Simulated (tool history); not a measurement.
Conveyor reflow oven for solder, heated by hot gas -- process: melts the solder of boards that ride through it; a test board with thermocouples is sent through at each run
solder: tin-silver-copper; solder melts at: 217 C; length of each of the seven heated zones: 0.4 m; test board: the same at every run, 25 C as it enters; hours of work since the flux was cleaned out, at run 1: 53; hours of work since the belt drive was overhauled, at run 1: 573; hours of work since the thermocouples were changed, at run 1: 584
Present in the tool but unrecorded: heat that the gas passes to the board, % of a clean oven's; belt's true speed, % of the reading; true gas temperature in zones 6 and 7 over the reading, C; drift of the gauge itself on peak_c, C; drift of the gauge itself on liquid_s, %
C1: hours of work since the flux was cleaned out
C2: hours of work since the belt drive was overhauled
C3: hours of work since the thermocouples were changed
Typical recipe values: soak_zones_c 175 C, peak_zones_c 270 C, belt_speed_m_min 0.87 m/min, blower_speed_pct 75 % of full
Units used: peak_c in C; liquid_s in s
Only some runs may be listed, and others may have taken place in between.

Run 1, day 0: usual settings; C1 53; C2 573; C3 584. Result: peak_c 255 C, liquid_s 43.6 s.
At day 0.462: thermocouples of zones 6 and 7 changed.
Run 2, day 1.771: usual settings but belt_speed_m_min 0.789 m/min; C1 80; C2 600; C3 21. Result: peak_c 259.3 C, liquid_s 50.3 s.
Run 3, day 2.825: usual settings but belt_speed_m_min 0.789 m/min; C1 97; C2 617; C3 38. Result: peak_c 259.6 C, liquid_s 50.7 s.
Run 4, day 3.754: usual settings but belt_speed_m_min 0.845 m/min; C1 112; C2 631; C3 53. Result: peak_c 257.2 C, liquid_s 46 s.
Run 5, day 5.308: usual settings but blower_speed_pct 68 % of full; C1 136; C2 656; C3 77. Result: peak_c 254.2 C, liquid_s 43.2 s.
Run 6, day 6.667: usual settings but blower_speed_pct 78 % of full; C1 158; C2 678; C3 99. Result: peak_c 256.5 C, liquid_s 44.6 s.
Run 7, day 7.625: usual settings but blower_speed_pct 78 % of full; C1 174; C2 693; C3 115. Result: peak_c 256.6 C, liquid_s 44.6 s.
Run 8, day 8.558: usual settings but blower_speed_pct 78 % of full; C1 188; C2 708; C3 130. Result: peak_c 256.7 C, liquid_s 44.4 s.
Run 9, day 9.458: usual settings but blower_speed_pct 72 % of full; C1 203; C2 723; C3 144. Result: peak_c 254.9 C, liquid_s 43.5 s.
Run 10, day 10.942: usual settings but blower_speed_pct 72 % of full; C1 227; C2 746; C3 168. Result: peak_c 254.9 C, liquid_s 43.5 s.
Run 11, day 12.05: usual settings but belt_speed_m_min 0.856 m/min, blower_speed_pct 73 % of full; C1 244; C2 764; C3 185. Result: peak_c 255.9 C, liquid_s 44.7 s.
Run 12, day 13.892: usual settings but soak_zones_c 182 C, peak_zones_c 268 C, belt_speed_m_min 0.856 m/min, blower_speed_pct 62 % of full; C1 274; C2 794; C3 215. Result: peak_c 252.1 C, liquid_s 44.5 s.
Run 13, day 15.358: usual settings but soak_zones_c 184 C, peak_zones_c 260 C; C1 297; C2 817; C3 238. Result: peak_c 248 C, liquid_s 43 s.
Run 14, day 16.204: usual settings but soak_zones_c 184 C, peak_zones_c 260 C; C1 311; C2 831; C3 252. Result: peak_c 247.9 C, liquid_s 43.1 s.
Run 15, day 17.471: usual settings but soak_zones_c 179 C, peak_zones_c 260 C; C1 331; C2 851; C3 272. Result: peak_c 247.4 C, liquid_s 41.2 s.

Run by run, hidden condition taken away, random variation retained:
run  peak_c  liquid_s
  1   256.6      43.8
  2   259.1      49.7
  3   259.5      50.1
  4   257.1      45.4
  5   254.2      42.7
  6   256.6      44.1
  7   256.8      44.2
  8     257      43.9
  9   255.1      43.1
 10   255.2      43.1
 11   256.3      44.2
 12   252.5      44.1
 13   248.5      42.7
 14   248.5      42.9
 15   248.1        41
